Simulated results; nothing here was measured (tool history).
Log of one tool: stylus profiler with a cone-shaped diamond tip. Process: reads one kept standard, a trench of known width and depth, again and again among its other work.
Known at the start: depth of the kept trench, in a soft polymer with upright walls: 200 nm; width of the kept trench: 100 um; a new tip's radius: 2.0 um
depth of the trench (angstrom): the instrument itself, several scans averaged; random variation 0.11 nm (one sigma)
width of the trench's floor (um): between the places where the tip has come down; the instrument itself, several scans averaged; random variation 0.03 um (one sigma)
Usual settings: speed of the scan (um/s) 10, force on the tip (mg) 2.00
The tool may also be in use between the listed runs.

run   hour  speed of the scan (um/s)  force on the tip (mg)  depth of the trench (angstrom)  width of the trench's floor (um)
  1    0.0                        10                   2.00                          2023.4                             98.10
  2   18.2                        10                   2.00                          2023.4                             98.07
  3   42.8                        10                   2.00                          2023.5                             98.11
  4   58.9                        10                   2.00                          2023.4                             98.07
  5   86.1                        10                   2.00                          2022.8                             98.07
  6  105.3                        10                   2.00                          2021.1                             97.99
  7  130.9                        10                   4.01                          2038.5                             98.08
  8  160.0                        10                   4.01                          2037.1                             97.98
  9  178.8                        10                   4.01                          2037.9                             98.06
 10  206.3                         5                   4.01                          2038.4                             98.04
 11  223.7                        10                   2.78                          2027.8                             98.01
 12  246.8                        10                   2.00                          2022.3                             98.02
 13  267.0                        10                   2.00                          2019.9                             97.97
 14  294.7                        13                   2.00                          2020.9                             97.95
 15  312.1                        13                   2.00                          2021.8                             97.92
 16  334.6                        13                   2.00                          2021.1                             98.00
 17  354.4                        13                   2.00                          2020.3                             97.91
 18  384.8                         5                   2.29                          2025.2                             98.05
 19  401.2                         5                   2.29                          2022.2                             97.98
 20  431.6                         5                   2.29                          2024.3                             98.01
 21  453.2                        20                   2.93                          2031.2                             97.93
 22  477.9                         3                   4.10                          2037.8                             98.01
 23  500.8                        32                   1.88                          2021.1                             97.85
 24  518.1                        32                   1.88                          2018.3                             97.83
 25  530.7                        32                   1.88                          2019.8                             97.82
 26  557.3                         4                   4.20                          2038.4                             97.94
 27  582.7                         8                   2.85                          2027.9                             97.97
 28  597.6                         8                   2.85                          2025.6                             97.96
 29  624.0                         8                   2.85                          2027.6                             97.95

Forecast each of these 3 alternatives for the next run:
  A  646.3                         8                   2.42                               ?                                 ?
  B  646.3                         9                   4.93                               ?                                 ?
  C  646.3                        19                   2.00                               ?                                 ?

run  depth of the trench (angstrom)  width of the trench's floor (um)
  A                          2023.6                             97.92
  B                          2040.9                             97.89
  C                          2021.9                             97.84
Without the tool's hidden state the same runs would have given:
run  depth of the trench (angstrom)  width of the trench's floor (um)
  A                          2029.7                             98.23
  B                          2047.1                             98.20
  C                          2028.0                             98.15
